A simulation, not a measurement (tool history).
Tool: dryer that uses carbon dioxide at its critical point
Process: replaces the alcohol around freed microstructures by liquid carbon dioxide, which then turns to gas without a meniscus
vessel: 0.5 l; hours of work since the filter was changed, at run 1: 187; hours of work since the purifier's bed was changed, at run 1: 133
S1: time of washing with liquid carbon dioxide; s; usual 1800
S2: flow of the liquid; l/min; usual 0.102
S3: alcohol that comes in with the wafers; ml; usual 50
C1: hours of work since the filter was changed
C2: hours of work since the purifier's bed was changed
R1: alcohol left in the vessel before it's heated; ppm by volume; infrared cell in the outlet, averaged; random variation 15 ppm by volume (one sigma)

{"run": 1, "hour": 0.0, "S1": 1800, "S2": 0.102, "S3": 50, "C1": 187, "C2": 133, "R1": 1316}
{"run": 2, "hour": 6.7, "S1": 1800, "S2": 0.102, "S3": 50, "C1": 189, "C2": 135, "R1": 1308}
{"run": 3, "hour": 14.0, "S1": 1800, "S2": 0.102, "S3": 50, "C1": 192, "C2": 138, "R1": 1302}
{"run": 4, "hour": 23.3, "S1": 1800, "S2": 0.102, "S3": 50, "C1": 196, "C2": 142, "R1": 1309}
{"run": 5, "hour": 31.8, "S1": 1800, "S2": 0.102, "S3": 50, "C1": 199, "C2": 145, "R1": 1311}
{"run": 6, "hour": 42.4, "S1": 1800, "S2": 0.102, "S3": 50, "C1": 204, "C2": 150, "R1": 1375}
{"run": 7, "hour": 50.6, "S1": 1800, "S2": 0.07, "S3": 50, "C1": 207, "C2": 153, "R1": 5052}
{"run": 8, "hour": 61.0, "S1": 1800, "S2": 0.07, "S3": 50, "C1": 211, "C2": 157, "R1": 5167}
{"run": 9, "hour": 70.1, "S1": 1800, "S2": 0.102, "S3": 42, "C1": 215, "C2": 161, "R1": 1182}
{"run": 10, "hour": 77.8, "S1": 1800, "S2": 0.128, "S3": 50, "C1": 218, "C2": 164, "R1": 506}
{"run": 11, "hour": 88.8, "S1": 1800, "S2": 0.102, "S3": 50, "C1": 222, "C2": 168, "R1": 1388}
{"run": 12, "hour": 94.8, "S1": 1800, "S2": 0.064, "S3": 50, "C1": 225, "C2": 170, "R1": 6544}
{"run": 13, "hour": 104.5, "S1": 1440, "S2": 0.064, "S3": 82, "C1": 228, "C2": 174, "R1": 18661}
{"run": 14, "hour": 111.4, "S1": 1860, "S2": 0.088, "S3": 33, "C1": 231, "C2": 177, "R1": 1484}
{"run": 15, "hour": 117.6, "S1": 2100, "S2": 0.115, "S3": 27, "C1": 234, "C2": 180, "R1": 243}
{"run": 16, "hour": 126.0, "S1": 1620, "S2": 0.169, "S3": 35, "C1": 237, "C2": 183, "R1": 172}
{"run": 17, "hour": 136.7, "S1": 2640, "S2": 0.116, "S3": 32, "C1": 241, "C2": 187, "R1": 94}
{"run": 18, "hour": 147.0, "S1": 1260, "S2": 0.102, "S3": 50, "C1": 245, "C2": 191, "R1": 5052}
{"run": 19, "hour": 156.1, "S1": 1800, "S2": 0.129, "S3": 59, "C1": 249, "C2": 195, "R1": 611}
{"run": 20, "hour": 163.8, "S1": 1260, "S2": 0.164, "S3": 58, "C1": 252, "C2": 198, "R1": 1082}
{"run": 21, "hour": 171.7, "S1": 1260, "S2": 0.164, "S3": 58, "C1": 255, "C2": 201, "R1": 1060}
{"hour": 175.8, "done": "inlet filter changed"}
{"run": 22, "hour": 183.8, "S1": 1800, "S2": 0.084, "S3": 63, "C1": 3, "C2": 206, "R1": 2792}
{"run": 23, "hour": 194.1, "S1": 1800, "S2": 0.084, "S3": 63, "C1": 7, "C2": 210, "R1": 2808}

Forecast each of these 5 alternatives for the next run:
{"run": "A", "hour": 205.4, "S1": 2160, "S2": 0.138, "S3": 56, "C1": 12, "C2": 214, "R1": "?"}
{"run": "B", "hour": 205.4, "S1": 2700, "S2": 0.074, "S3": 23, "C1": 12, "C2": 214, "R1": "?"}
{"run": "C", "hour": 205.4, "S1": 2880, "S2": 0.102, "S3": 117, "C1": 12, "C2": 214, "R1": "?"}
{"run": "D", "hour": 205.4, "S1": 1800, "S2": 0.085, "S3": 107, "C1": 12, "C2": 214, "R1": "?"}
{"run": "E", "hour": 205.4, "S1": 1800, "S2": 0.135, "S3": 63, "C1": 12, "C2": 214, "R1": "?"}

run=A R1=114
run=B R1=332
run=C R1=193
run=D R1=4653
run=E R1=351
Without the tool's hidden state the same runs would have given:
run=A R1=68
run=B R1=275
run=C R1=141
run=D R1=4404
run=E R1=290
